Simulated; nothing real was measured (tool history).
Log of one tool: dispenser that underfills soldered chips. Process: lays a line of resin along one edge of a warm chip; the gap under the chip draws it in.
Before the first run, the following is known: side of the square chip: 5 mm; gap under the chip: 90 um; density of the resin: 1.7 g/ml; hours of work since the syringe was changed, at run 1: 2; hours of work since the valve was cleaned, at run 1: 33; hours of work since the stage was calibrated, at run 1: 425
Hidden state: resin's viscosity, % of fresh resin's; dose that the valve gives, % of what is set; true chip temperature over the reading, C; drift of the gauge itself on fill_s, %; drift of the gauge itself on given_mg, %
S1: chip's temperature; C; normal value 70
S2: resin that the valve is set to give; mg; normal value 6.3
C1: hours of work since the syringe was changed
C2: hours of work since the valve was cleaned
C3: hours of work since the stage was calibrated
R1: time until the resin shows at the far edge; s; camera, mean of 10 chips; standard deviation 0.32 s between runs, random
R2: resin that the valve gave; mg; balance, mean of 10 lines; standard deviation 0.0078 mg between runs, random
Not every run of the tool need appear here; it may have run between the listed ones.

Run 1, hour 0: usual settings; C1 2; C2 33; C3 425. Result: R1 13.4 s, R2 6.231 mg.
At hour 8.6: new syringe of resin.
Run 2, hour 9.7: usual settings but S1 82 C; C1 1; C2 40; C3 432. Result: R1 7.2 s, R2 6.218 mg.
Run 3, hour 17: usual settings but S1 82 C; C1 6; C2 45; C3 437. Result: R1 9.2 s, R2 6.208 mg.
At hour 19.6: new syringe of resin.
Run 4, hour 26.8: usual settings; C1 5; C2 52; C3 444. Result: R1 15.3 s, R2 6.188 mg.
At hour 30.6: new syringe of resin.
At hour 35.6: dispensing valve cleaned and set on the balance.
At hour 43.2: new syringe of resin.
Run 5, hour 43.2: usual settings; C1 0; C2 5; C3 455. Result: R1 12.6 s, R2 6.291 mg.
At hour 54.3: new syringe of resin.
Run 6, hour 54.3: usual settings; C1 0; C2 13; C3 463. Result: R1 12.6 s, R2 6.274 mg.
At hour 65.9: new syringe of resin.
Run 7, hour 67: usual settings; C1 1; C2 23; C3 472. Result: R1 13.2 s, R2 6.259 mg.
At hour 77.6: new syringe of resin.
Run 8, hour 79.8: usual settings but S1 57 C; C1 2; C2 32; C3 482. Result: R1 26.7 s, R2 6.247 mg.
At hour 88.9: new syringe of resin.
Run 9, hour 90.8: usual settings but S1 57 C; C1 1; C2 40; C3 489. Result: R1 26.3 s, R2 6.233 mg.
At hour 100.2: new syringe of resin.
Run 10, hour 105.1: usual settings but S2 7.44 mg; C1 4; C2 50; C3 500. Result: R1 14.9 s, R2 7.32 mg.
At hour 111.1: new syringe of resin.
Run 11, hour 114.2: usual settings but S2 7.44 mg; C1 2; C2 57; C3 506. Result: R1 13.9 s, R2 7.3 mg.
At hour 116.7: dispensing valve cleaned and set on the balance.
At hour 124: new syringe of resin.
Run 12, hour 129.7: usual settings but S2 8 mg; C1 4; C2 9; C3 517. Result: R1 14.9 s, R2 7.93 mg.
At hour 135.6: new syringe of resin.
Run 13, hour 142.5: usual settings but S2 8 mg; C1 5; C2 19; C3 526. Result: R1 15.5 s, R2 7.903 mg.
At hour 147.1: new syringe of resin.
At hour 155.3: stage's temperature calibrated.
Run 14, hour 157.6: usual settings but S2 8 mg; C1 7; C2 29; C3 2. Result: R1 14.8 s, R2 7.903 mg.
At hour 159.1: new syringe of resin.
At hour 170.1: new syringe of resin.
Run 15, hour 170.5: usual settings but S1 71 C, S2 6.4 mg; C1 0; C2 38; C3 11. Result: R1 10.2 s, R2 6.297 mg.
Run 16, hour 179.3: usual settings but S1 71 C, S2 6.4 mg; C1 7; C2 44; C3 17. Result: R1 13.8 s, R2 6.278 mg.
At hour 181.7: new syringe of resin.
At hour 193.8: new syringe of resin.
Run 17, hour 194.5: usual settings but S1 71 C, S2 6.4 mg; C1 1; C2 55; C3 28. Result: R1 11 s, R2 6.256 mg.
At hour 198.6: dispensing valve cleaned and set on the balance.
At hour 206.2: new syringe of resin.
Run 18, hour 209.1: usual settings but S1 71 C, S2 6.4 mg; C1 2; C2 8; C3 38. Result: R1 11.3 s, R2 6.383 mg.
At hour 218.1: new syringe of resin.
Run 19, hour 222.1: usual settings but S1 61 C, S2 6.59 mg; C1 3; C2 17; C3 47. Result: R1 19.7 s, R2 6.549 mg.
At hour 229.5: new syringe of resin.
Run 20, hour 231.5: usual settings but S1 61 C, S2 6.59 mg; C1 2; C2 24; C3 54. Result: R1 19.2 s, R2 6.537 mg.
Run 21, hour 238.8: usual settings but S2 7.5 mg; C1 7; C2 29; C3 59. Result: R1 14.3 s, R2 7.418 mg.
At hour 240.4: new syringe of resin.
At hour 251.3: new syringe of resin.
Run 22, hour 254.4: usual settings but S2 7.5 mg; C1 2; C2 40; C3 70. Result: R1 12.5 s, R2 7.39 mg.
At hour 262.5: new syringe of resin.
Run 23, hour 263.8: usual settings but S2 7.5 mg; C1 1; C2 47; C3 77. Result: R1 11.1 s, R2 7.384 mg.

Run 24 comes next. What will it give?
At hour 273.6: new syringe of resin.
At hour 279.4: dispensing valve cleaned and set on the balance.
Run 24, hour 280: usual settings but S1 60 C, S2 5.69 mg; C1 4; C2 0; C3 88. Result: R1 ?, R2 ?.

{"run 24": {"R1": 22.8, "R2": 5.672}}
If the tool had no hidden condition, the same run with the same run-to-run variation would have returned R1 18.5 s, R2 5.689 mg.

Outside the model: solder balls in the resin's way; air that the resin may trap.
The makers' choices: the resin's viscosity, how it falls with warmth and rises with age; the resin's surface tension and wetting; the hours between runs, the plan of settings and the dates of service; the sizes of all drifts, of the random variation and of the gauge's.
